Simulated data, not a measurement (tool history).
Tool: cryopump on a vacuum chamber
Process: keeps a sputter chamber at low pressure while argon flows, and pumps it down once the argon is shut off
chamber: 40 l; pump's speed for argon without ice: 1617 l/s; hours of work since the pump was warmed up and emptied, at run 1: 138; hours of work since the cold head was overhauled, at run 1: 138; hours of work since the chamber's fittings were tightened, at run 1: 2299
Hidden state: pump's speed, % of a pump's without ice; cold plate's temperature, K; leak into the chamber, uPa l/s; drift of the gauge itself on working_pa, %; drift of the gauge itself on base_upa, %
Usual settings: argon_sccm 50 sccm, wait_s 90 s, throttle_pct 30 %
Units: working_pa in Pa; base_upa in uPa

run   hour  argon_sccm  wait_s  throttle_pct  hours of work since the pump was warmed up and emptied  hours of work since the cold head was overhauled  hours of work since the chamber's fittings were tightened  working_pa  base_upa
  1    0.0          50      90            30                                                     138                                               138                                                       2299      0.1779      1.66
  2   10.2          50      41            30                                                     144                                               144                                                       2306      0.1778      2.60
  3   27.4          50     253            30                                                     156                                               156                                                       2318      0.1793      1.01
  4   46.2          50      90            25                                                     168                                               168                                                       2330      0.2121      1.63
  5   66.9          50      90            25                                                     182                                               182                                                       2344      0.2129      1.63
  6   85.4          50      90            30                                                     194                                               194                                                       2356      0.1792      1.60
  7   98.6          50      90            30                                                     203                                               203                                                       2365      0.1799      1.66
  8  116.1          50      90            30                                                     214                                               214                                                       2376      0.1796      1.68
  9  131.4          50      90            30                                                     224                                               224                                                       2386      0.1796      1.70
 10  152.1          22      90            30                                                     238                                               238                                                       2400      0.0795      1.63
 11  161.6          22      90            30                                                     244                                               244                                                       2406      0.0791      1.68
 12  181.7          22      90            30                                                     258                                               258                                                       2420      0.0795      1.65
 13  191.8          50      90            30                                                     264                                               264                                                       2426      0.1804      1.67
 14  212.5          50      90            30                                                     278                                               278                                                       2440      0.1794      1.71
 15  225.1          50      90            15                                                     286                                               286                                                       2448      0.3534      1.70
 16  234.1          50      90            15                                                     292                                               292                                                       2454      0.3547      1.68
 17  253.4          50      90            32                                                     305                                               305                                                       2467      0.1713      1.74
 18  273.8          34     101            32                                                     319                                               319                                                       2480      0.1162      1.62
 19  295.0          22     208            42                                                     333                                               333                                                       2494      0.0578      1.21
 20  310.8          50      87            32                                                     343                                               343                                                       2505      0.1718      1.79
 21  322.4          50     113            32                                                     351                                               351                                                       2512      0.1707      1.54
 22  332.3          61      25            29                                                     357                                               357                                                       2519      0.2311      4.00
 23  344.0          72     205            29                                                     365                                               365                                                       2527      0.2726      1.26
 24  356.0          50      90            24                                                     373                                               373                                                       2535      0.2265      1.76
 25  368.0          50      90            24                                                     381                                               381                                                       2543      0.2261      1.75
 26  382.0          50      90            27                                                     390                                               390                                                       2552      0.2018      1.81
 27  396.7          24     300            16                                                     400                                               400                                                       2562      0.1611      1.13
 28  408.1          24     300            16                                                     407                                               407                                                       2569      0.1606      1.14
 29  427.0          24     300            16                                                     420                                               420                                                       2582      0.1635      1.16
 30  437.0          72     245            53                                                     426                                               426                                                       2588      0.1563      1.24
 31  456.9          50      90            50                                                     440                                               440                                                       2601      0.1146      1.76
 32  476.4          40      70            31                                                     452                                               452                                                       2614      0.1436      2.10
 33  486.0          42      58            43                                                     459                                               459                                                       2621      0.1100      2.33
     491.8  -- leaking fittings of the chamber tightened, without venting
 34  499.7          56     125            34                                                     467                                               467                                                          5      0.1843      0.92

How the hidden state differs across the entries between the runs, from the last listed run before each to the first after it:
Between runs 33 and 34: leaking fittings of the chamber tightened, without venting (hour 491.8)
  pump's speed, % of a pump's without ice: 83.5 -> 83.2; leak into the chamber, uPa l/s: 1247 -> 344
  measured less the result without the state, working_pa: +0.0089 -> +0.0121 Pa; base_upa: +0.75 -> +0.07 uPa
